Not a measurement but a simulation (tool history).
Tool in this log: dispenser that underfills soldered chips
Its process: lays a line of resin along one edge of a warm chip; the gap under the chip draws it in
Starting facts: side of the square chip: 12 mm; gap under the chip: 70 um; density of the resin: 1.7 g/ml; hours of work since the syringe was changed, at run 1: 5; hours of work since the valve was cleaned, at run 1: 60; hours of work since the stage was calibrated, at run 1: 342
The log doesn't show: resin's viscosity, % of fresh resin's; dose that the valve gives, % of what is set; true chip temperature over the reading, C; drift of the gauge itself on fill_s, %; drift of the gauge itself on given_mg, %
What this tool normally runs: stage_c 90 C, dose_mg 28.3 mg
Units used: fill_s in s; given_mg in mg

run   hour  stage_c  dose_mg  hours of work since the syringe was changed  hours of work since the valve was cleaned  hours of work since the stage was calibrated  fill_s  given_mg
  1    0.0       90     28.3                                            5                                         60                                           342    76.2     27.31
       3.1  -- new syringe of resin
  2    9.1       90     29.7                                            5                                         67                                           349    74.9     28.53
      13.1  -- new syringe of resin
  3   19.0       90     29.7                                            5                                         74                                           356    74.7     28.47
      23.5  -- new syringe of resin
  4   30.8       90     29.7                                            5                                         83                                           365    78.1     28.11
      34.0  -- new syringe of resin
  5   37.0       90     32.7                                            2                                         87                                           369    67.7     30.89
      44.6  -- new syringe of resin
  6   49.4       90     32.7                                            4                                         96                                           379    72.0     30.86
      54.9  -- new syringe of resin
  7   55.4       78     28.3                                            0                                        101                                           383   115.0     26.71
  8   61.1       94     28.3                                            5                                        105                                           387    64.0     26.48
      65.1  -- new syringe of resin
  9   73.4       94     28.3                                            6                                        114                                           396    66.4     26.13
      75.6  -- new syringe of resin
 10   80.8       94     28.3                                            4                                        119                                           402    62.0     26.04
      85.5  -- new syringe of resin
 11   86.5       90     28.3                                            1                                        123                                           406    67.2     26.16
      88.1  -- dispensing valve cleaned and set on the balance
      96.5  -- new syringe of resin
 12   99.4       90     28.3                                            2                                          8                                           414    70.7     28.20
     106.6  -- new syringe of resin
 13  108.8       90     28.3                                            2                                         15                                           421    68.5     28.18

Run 14 is up next; what results do you expect?
 14  114.0       90     25.5                                            6                                         19                                           425       ?         ?

{"run 14": {"fill_s": 80.4, "given_mg": 25.26}}
On a tool with no hidden condition, and with the same random variation, this run would have come out at fill_s 59.1 s, given_mg 25.54 mg.
